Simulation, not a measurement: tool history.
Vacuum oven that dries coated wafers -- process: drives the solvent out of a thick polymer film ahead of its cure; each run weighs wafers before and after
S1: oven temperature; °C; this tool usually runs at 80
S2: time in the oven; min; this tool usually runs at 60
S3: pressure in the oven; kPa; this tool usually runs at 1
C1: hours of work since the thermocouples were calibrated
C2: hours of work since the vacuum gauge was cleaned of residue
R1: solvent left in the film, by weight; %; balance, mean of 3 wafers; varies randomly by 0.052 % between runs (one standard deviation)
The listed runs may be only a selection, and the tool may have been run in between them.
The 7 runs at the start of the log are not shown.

| run | day | S1 | S2 | S3 | C1 | C2 | R1 |
|---|---|---|---|---|---|---|---|
| 8 | 17.621 | 80 | 54 | 1 | 1129 | 1761 | 2.48 |
| 9 | 21.108 | 80 | 54 | 1 | 1184 | 1817 | 2.45 |
| 10 | 24.479 | 80 | 60 | 1 | 1238 | 1871 | 2.23 |
| 11 | 26.329 | 80 | 60 | 1 | 1268 | 1900 | 2.18 |
| 12 | 27.942 | 80 | 60 | 1.22 | 1293 | 1926 | 2.4 |
| 13 | 30.917 | 80 | 60 | 1.22 | 1341 | 1973 | 2.35 |
| 14 | 34.104 | 80 | 60 | 1.22 | 1392 | 2024 | 2.4 |
| 15 | 37.367 | 80 | 60 | 1.22 | 1444 | 2076 | 2.5 |
| 16 | 39.408 | 80 | 60 | 1 | 1476 | 2109 | 2.31 |
| 17 | 43.125 | 80 | 60 | 1 | 1535 | 2168 | 2.28 |
| 18 | 46.108 | 80 | 60 | 1 | 1583 | 2216 | 2.48 |
| 19 | 48.817 | 80 | 60 | 0.77 | 1626 | 2259 | 2.23 |
| 20 | 50.546 | 80 | 60 | 0.77 | 1654 | 2286 | 2.26 |
| 21 | 54.312 | 80 | 60 | 0.77 | 1714 | 2346 | 2.22 |
|  | 55.483 | oven's thermocouples calibrated |
| 22 | 57.446 | 80 | 60 | 0.77 | 31 | 2395 | 1.68 |
| 23 | 60.75 | 80 | 60 | 0.77 | 84 | 2448 | 1.66 |
| 24 | 63.846 | 80 | 60 | 0.77 | 133 | 2497 | 1.66 |
| 25 | 67.242 | 80 | 42 | 0.75 | 188 | 2551 | 2.75 |
| 26 | 69.088 | 80 | 42 | 0.75 | 217 | 2581 | 2.7 |
| 27 | 70.812 | 88 | 42 | 0.75 | 244 | 2608 | 1.06 |
| 28 | 73.808 | 88 | 42 | 0.75 | 292 | 2656 | 1.04 |
| 29 | 76.754 | 80 | 59 | 0.95 | 339 | 2703 | 1.87 |
| 30 | 79.042 | 80 | 59 | 0.95 | 376 | 2740 | 1.99 |
| 31 | 80.892 | 80 | 43 | 1.22 | 405 | 2769 | 3.03 |

Run 32 is up next; what results do you expect?
|  | 82.817 | vacuum gauge cleaned of residue and calibrated |
| 32 | 82.817 | 72 | 84 | 0.89 | 435 | 0 | ? |

R1: 2.58 %
With the hidden condition absent and the run-to-run variation left alone, this run would have shown R1 2.41 %.
